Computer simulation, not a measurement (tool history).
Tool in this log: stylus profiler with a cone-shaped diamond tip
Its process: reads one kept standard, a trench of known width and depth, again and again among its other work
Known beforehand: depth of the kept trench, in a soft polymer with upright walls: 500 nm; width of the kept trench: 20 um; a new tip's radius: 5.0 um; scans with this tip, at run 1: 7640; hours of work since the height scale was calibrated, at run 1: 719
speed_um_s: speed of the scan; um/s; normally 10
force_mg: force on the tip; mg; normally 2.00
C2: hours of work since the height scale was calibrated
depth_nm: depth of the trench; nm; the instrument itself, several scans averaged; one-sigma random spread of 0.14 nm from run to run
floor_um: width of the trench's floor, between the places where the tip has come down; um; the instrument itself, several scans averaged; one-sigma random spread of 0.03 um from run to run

{"run": 1, "hour": 0.0, "speed_um_s": 10, "force_mg": 2.0, "scans with this tip": 7640, "C2": 719, "depth_nm": 507.63, "floor_um": 14.7}
{"run": 2, "hour": 27.5, "speed_um_s": 10, "force_mg": 3.68, "scans with this tip": 7873, "C2": 741, "depth_nm": 511.52, "floor_um": 14.71}
{"run": 3, "hour": 65.3, "speed_um_s": 10, "force_mg": 2.0, "scans with this tip": 8194, "C2": 771, "depth_nm": 507.64, "floor_um": 14.69}
{"run": 4, "hour": 96.8, "speed_um_s": 10, "force_mg": 2.43, "scans with this tip": 8461, "C2": 796, "depth_nm": 508.55, "floor_um": 14.64}
{"run": 5, "hour": 141.6, "speed_um_s": 10, "force_mg": 2.43, "scans with this tip": 8841, "C2": 832, "depth_nm": 508.78, "floor_um": 14.62}
{"run": 6, "hour": 173.0, "speed_um_s": 10, "force_mg": 2.43, "scans with this tip": 9107, "C2": 857, "depth_nm": 508.75, "floor_um": 14.57}
{"run": 7, "hour": 219.6, "speed_um_s": 10, "force_mg": 2.43, "scans with this tip": 9501, "C2": 894, "depth_nm": 508.99, "floor_um": 14.52}

Run 8 has not been measured yet. What should we expect?
{"run": 8, "hour": 265.3, "speed_um_s": 10, "force_mg": 2.43, "scans with this tip": 9888, "C2": 930, "depth_nm": "?", "floor_um": "?"}

depth_nm: 509.12 nm
floor_um: 14.49 um
On a tool with no hidden condition, and with the same random variation, this run would have come out at depth_nm 508.61 nm, floor_um 15.59 um.

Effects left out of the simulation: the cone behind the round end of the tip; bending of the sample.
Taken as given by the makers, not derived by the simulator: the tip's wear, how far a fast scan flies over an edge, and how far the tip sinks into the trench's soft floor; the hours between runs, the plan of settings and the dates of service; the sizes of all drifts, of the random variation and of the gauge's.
